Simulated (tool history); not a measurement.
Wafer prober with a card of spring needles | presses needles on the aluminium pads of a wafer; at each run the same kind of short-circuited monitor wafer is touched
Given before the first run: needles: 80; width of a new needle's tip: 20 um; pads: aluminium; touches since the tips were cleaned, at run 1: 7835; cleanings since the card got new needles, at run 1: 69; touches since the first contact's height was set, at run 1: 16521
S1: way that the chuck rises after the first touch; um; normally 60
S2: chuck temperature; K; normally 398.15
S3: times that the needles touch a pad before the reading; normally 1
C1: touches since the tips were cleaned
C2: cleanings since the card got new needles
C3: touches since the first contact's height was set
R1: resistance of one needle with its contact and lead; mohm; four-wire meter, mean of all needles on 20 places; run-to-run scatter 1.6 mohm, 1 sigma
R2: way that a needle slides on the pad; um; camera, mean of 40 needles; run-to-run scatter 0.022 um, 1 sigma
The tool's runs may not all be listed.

run 1 hour=0 | S1=60 S2=398.15 S3=1 | C1=7835 C2=69 C3=16521 | R1=152 R2=8.88
-- hour=3.3 tips cleaned on abrasive film
-- hour=16.2 tips cleaned on abrasive film
-- hour=29.2 tips cleaned on abrasive film
-- hour=42.1 tips cleaned on abrasive film
run 2 hour=53.1 | S1=60 S2=398.15 S3=1 | C1=7433 C2=73 C3=52183 | R1=148 R2=8.88
-- hour=56.4 tips cleaned on abrasive film
-- hour=69.3 tips cleaned on abrasive film
-- hour=82.3 tips cleaned on abrasive film
-- hour=98.4 tips cleaned on abrasive film
-- hour=111.3 tips cleaned on abrasive film
run 3 hour=119.4 | S1=60 S2=398.15 S3=1 | C1=5419 C2=78 C3=96688 | R1=151 R2=8.85
-- hour=125.9 tips cleaned on abrasive film
-- hour=138.8 tips cleaned on abrasive film
-- hour=151.7 tips cleaned on abrasive film
-- hour=164.7 tips cleaned on abrasive film
-- hour=177.6 tips cleaned on abrasive film
-- hour=193.8 tips cleaned on abrasive film
run 4 hour=194.8 | S1=60 S2=398.15 S3=1 | C1=680 C2=84 C3=147312 | R1=147 R2=8.9
-- hour=207.7 tips cleaned on abrasive film
-- hour=217.6 height of the first contact set anew
-- hour=224.1 tips cleaned on abrasive film
-- hour=240.3 tips cleaned on abrasive film
-- hour=253.2 tips cleaned on abrasive film
-- hour=269.4 tips cleaned on abrasive film
run 5 hour=280.6 | S1=76 S2=398.15 S3=1 | C1=7592 C2=89 C3=42336 | R1=145 R2=11.27
-- hour=283.9 tips cleaned on abrasive film
-- hour=296.8 tips cleaned on abrasive film
-- hour=313 tips cleaned on abrasive film
-- hour=325.9 tips cleaned on abrasive film
run 6 hour=332.6 | S1=79 S2=398.15 S3=2 | C1=4521 C2=93 C3=77258 | R1=145 R2=11.72
-- hour=339.1 tips cleaned on abrasive film
-- hour=352 tips cleaned on abrasive film
-- hour=365 tips cleaned on abrasive film
-- hour=377.9 tips cleaned on abrasive film
-- hour=394 tips cleaned on abrasive film
-- hour=407 tips cleaned on abrasive film
run 7 hour=412.5 | S1=49 S2=382.15 S3=2 | C1=3751 C2=99 C3=130948 | R1=150 R2=7.27
-- hour=422.2 tips cleaned on abrasive film
-- hour=435.2 tips cleaned on abrasive film
-- hour=451.3 tips cleaned on abrasive film
-- hour=461.2 height of the first contact set anew
-- hour=464.5 tips cleaned on abrasive film
run 8 hour=475.1 | S1=41 S2=398.15 S3=2 | C1=7152 C2=103 C3=9324 | R1=162 R2=6.08
-- hour=478.4 tips cleaned on abrasive film
-- hour=494.6 tips cleaned on abrasive film
-- hour=507.5 tips cleaned on abrasive film
-- hour=523.6 tips cleaned on abrasive film
run 9 hour=534.8 | S1=41 S2=398.15 S3=2 | C1=7541 C2=107 C3=49438 | R1=159 R2=6.12
-- hour=538.1 tips cleaned on abrasive film
-- hour=551 tips cleaned on abrasive film
-- hour=564 tips cleaned on abrasive film
-- hour=576.9 tips cleaned on abrasive film
-- hour=589.8 tips cleaned on abrasive film
-- hour=602.8 tips cleaned on abrasive film
-- hour=618.9 tips cleaned on abrasive film
run 10 hour=620.6 | S1=43 S2=308.15 S3=1 | C1=1134 C2=114 C3=107030 | R1=140 R2=6.45

5 ways to go on from here, each from the tool as it stands after run 10. What would each give?
-- hour=633.5 tips cleaned on abrasive film
-- hour=649.7 tips cleaned on abrasive film
-- hour=665.8 tips cleaned on abrasive film
-- hour=678.7 tips cleaned on abrasive film
run A hour=686.4 | S1=78 S2=357.15 S3=3 | C1=5199 C2=118 C3=151316 | R1=? R2=?
-- hour=633.5 tips cleaned on abrasive film
-- hour=649.7 tips cleaned on abrasive film
-- hour=665.8 tips cleaned on abrasive film
-- hour=678.7 tips cleaned on abrasive film
run B hour=686.4 | S1=49 S2=361.15 S3=1 | C1=5199 C2=118 C3=151316 | R1=? R2=?
-- hour=633.5 tips cleaned on abrasive film
-- hour=649.7 tips cleaned on abrasive film
-- hour=665.8 tips cleaned on abrasive film
-- hour=678.7 tips cleaned on abrasive film
run C hour=686.4 | S1=45 S2=308.15 S3=1 | C1=5199 C2=118 C3=151316 | R1=? R2=?
-- hour=633.5 tips cleaned on abrasive film
-- hour=649.7 tips cleaned on abrasive film
-- hour=665.8 tips cleaned on abrasive film
-- hour=678.7 tips cleaned on abrasive film
run D hour=686.4 | S1=60 S2=316.15 S3=1 | C1=5199 C2=118 C3=151316 | R1=? R2=?
-- hour=633.5 tips cleaned on abrasive film
-- hour=649.7 tips cleaned on abrasive film
-- hour=665.8 tips cleaned on abrasive film
-- hour=678.7 tips cleaned on abrasive film
run E hour=686.4 | S1=47 S2=308.15 S3=1 | C1=5199 C2=118 C3=151316 | R1=? R2=?

run=A R1=139 R2=11.72
run=B R1=150 R2=7.31
run=C R1=142 R2=6.75
run=D R1=141 R2=9
run=E R1=139 R2=7.03
The same runs, with their run-to-run variation unchanged, on a tool lacking any hidden condition would have given:
run=A R1=139 R2=11.57
run=B R1=149 R2=7.22
run=C R1=141 R2=6.66
run=D R1=140 R2=8.88
run=E R1=138 R2=6.94

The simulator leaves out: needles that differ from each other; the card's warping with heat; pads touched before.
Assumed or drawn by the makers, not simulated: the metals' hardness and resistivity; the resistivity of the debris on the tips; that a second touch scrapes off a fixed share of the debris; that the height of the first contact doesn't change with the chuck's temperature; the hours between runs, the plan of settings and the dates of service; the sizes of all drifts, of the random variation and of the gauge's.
